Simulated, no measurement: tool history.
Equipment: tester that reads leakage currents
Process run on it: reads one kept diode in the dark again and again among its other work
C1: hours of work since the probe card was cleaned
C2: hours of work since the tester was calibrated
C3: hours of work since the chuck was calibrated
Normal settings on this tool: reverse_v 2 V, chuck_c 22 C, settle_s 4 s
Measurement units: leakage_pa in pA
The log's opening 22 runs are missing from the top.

run 23 day=36.633 | reverse_v=1.81 chuck_c=40 settle_s=2.04 | C1=2754 C2=928 C3=116 | leakage_pa=238.78
run 24 day=37.833 | reverse_v=8.34 chuck_c=35 settle_s=6.48 | C1=2776 C2=950 C3=137 | leakage_pa=263.8
run 25 day=39.579 | reverse_v=19.04 chuck_c=22 settle_s=2.56 | C1=2807 C2=981 C3=169 | leakage_pa=130.75
run 26 day=41.633 | reverse_v=19.04 chuck_c=22 settle_s=2.56 | C1=2844 C2=1018 C3=206 | leakage_pa=131.62
run 27 day=43.7 | reverse_v=19.04 chuck_c=22 settle_s=2.56 | C1=2881 C2=1056 C3=243 | leakage_pa=132.44
run 28 day=44.721 | reverse_v=19.04 chuck_c=22 settle_s=2.56 | C1=2899 C2=1074 C3=261 | leakage_pa=133.07
run 29 day=46.45 | reverse_v=19.04 chuck_c=22 settle_s=2.56 | C1=2931 C2=1105 C3=292 | leakage_pa=133.52
run 30 day=48.129 | reverse_v=6.39 chuck_c=22 settle_s=2.56 | C1=2961 C2=1135 C3=323 | leakage_pa=84.55
run 31 day=49.208 | reverse_v=6.39 chuck_c=22 settle_s=2.56 | C1=2980 C2=1155 C3=342 | leakage_pa=84.75
run 32 day=50.475 | reverse_v=2.3 chuck_c=30 settle_s=4.05 | C1=3003 C2=1177 C3=365 | leakage_pa=115.23
run 33 day=51.658 | reverse_v=2.3 chuck_c=30 settle_s=4.05 | C1=3024 C2=1199 C3=386 | leakage_pa=115.45
run 34 day=53.367 | reverse_v=3.12 chuck_c=23 settle_s=9.35 | C1=3055 C2=1229 C3=417 | leakage_pa=71.16
run 35 day=55.421 | reverse_v=2 chuck_c=38 settle_s=0.94 | C1=3092 C2=1266 C3=454 | leakage_pa=216.17
run 36 day=57.154 | reverse_v=4.48 chuck_c=42 settle_s=0.94 | C1=3123 C2=1297 C3=485 | leakage_pa=391.04
run 37 day=58.554 | reverse_v=1.07 chuck_c=42 settle_s=0.99 | C1=3148 C2=1323 C3=510 | leakage_pa=247.14
run 38 day=59.671 | reverse_v=1.07 chuck_c=42 settle_s=0.99 | C1=3168 C2=1343 C3=530 | leakage_pa=248.25
run 39 day=60.696 | reverse_v=2 chuck_c=54 settle_s=4 | C1=3187 C2=1361 C3=548 | leakage_pa=769.73

Predict each of these 4 candidate next runs independently; none follows another, all start after run 39:
run A day=63 | reverse_v=2 chuck_c=38 settle_s=0.82 | C1=3228 C2=1402 C3=590 | leakage_pa=?
run B day=63 | reverse_v=5.5 chuck_c=50 settle_s=1.11 | C1=3228 C2=1402 C3=590 | leakage_pa=?
run C day=63 | reverse_v=11.2 chuck_c=45 settle_s=4.23 | C1=3228 C2=1402 C3=590 | leakage_pa=?
run D day=63 | reverse_v=2 chuck_c=52 settle_s=0.73 | C1=3228 C2=1402 C3=590 | leakage_pa=?

run=A leakage_pa=219.46
run=B leakage_pa=791.15
run=C leakage_pa=679.21
run=D leakage_pa=663.49
With no hidden state in the tool, these same runs would have given:
run=A leakage_pa=207.72
run=B leakage_pa=753.29
run=C leakage_pa=636.66
run=D leakage_pa=635.79
